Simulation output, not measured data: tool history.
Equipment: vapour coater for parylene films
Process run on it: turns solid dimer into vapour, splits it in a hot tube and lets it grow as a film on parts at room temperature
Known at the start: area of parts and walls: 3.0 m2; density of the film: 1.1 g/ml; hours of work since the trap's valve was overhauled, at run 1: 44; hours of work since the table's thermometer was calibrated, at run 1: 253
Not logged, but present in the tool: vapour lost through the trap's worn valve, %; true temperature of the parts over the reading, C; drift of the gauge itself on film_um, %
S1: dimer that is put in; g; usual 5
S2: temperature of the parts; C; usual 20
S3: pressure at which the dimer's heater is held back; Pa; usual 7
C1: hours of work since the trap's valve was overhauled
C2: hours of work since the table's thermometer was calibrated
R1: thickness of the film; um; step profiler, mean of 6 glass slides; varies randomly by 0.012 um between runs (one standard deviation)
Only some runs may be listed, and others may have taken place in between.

| run | hour | S1 | S2 | S3 | C1 | C2 | R1 |
|---|---|---|---|---|---|---|---|
| 1 | 0 | 5 | 20 | 7 | 44 | 253 | 1.01 |
| 2 | 10.9 | 2 | 20 | 7 | 52 | 261 | 0.4 |
| 3 | 32.3 | 2 | 20 | 7 | 68 | 277 | 0.41 |
| 4 | 47.6 | 2 | 20 | 7 | 79 | 289 | 0.4 |
| 5 | 58.7 | 2 | 20 | 7 | 87 | 297 | 0.42 |
| 6 | 72.9 | 5 | 20 | 2.29 | 98 | 307 | 1.15 |
| 7 | 82.5 | 5 | 20 | 7 | 105 | 315 | 1.03 |
| 8 | 101.1 | 5 | 20 | 7 | 119 | 328 | 1.02 |
| 9 | 113.5 | 2 | 18 | 7 | 128 | 338 | 0.44 |
| 10 | 128.1 | 5 | 29 | 4.63 | 139 | 349 | 0.69 |
| 11 | 140.9 | 5 | 29 | 4.63 | 149 | 358 | 0.68 |
| 12 | 151.9 | 3 | 12 | 7 | 157 | 366 | 0.85 |
| 13 | 161.8 | 2 | 12 | 8.52 | 164 | 374 | 0.56 |
| 14 | 180 | 7 | 21 | 8.7 | 178 | 387 | 1.28 |
| 15 | 193.9 | 7 | 21 | 8.7 | 188 | 397 | 1.3 |
| 16 | 211 | 5 | 16 | 2.04 | 201 | 410 | 1.36 |

Below are 5 alternative next runs, each starting from the tool's condition after run 16. Predict each:
| A | 229.7 | 3 | 24 | 7 | 215 | 424 | ? |
| B | 229.7 | 5 | 12 | 3.56 | 215 | 424 | ? |
| C | 229.7 | 8 | 16 | 10.11 | 215 | 424 | ? |
| D | 229.7 | 7 | 22 | 3.74 | 215 | 424 | ? |
| E | 229.7 | 7 | 32 | 2.46 | 215 | 424 | ? |

| run | R1 |
|---|---|
| A | 0.47 |
| B | 1.39 |
| C | 1.79 |
| D | 1.34 |
| E | 0.88 |
Without the tool's unlogged condition, the same runs would have read:
| run | R1 |
|---|---|
| A | 0.5 |
| B | 1.48 |
| C | 1.91 |
| D | 1.43 |
| E | 0.94 |
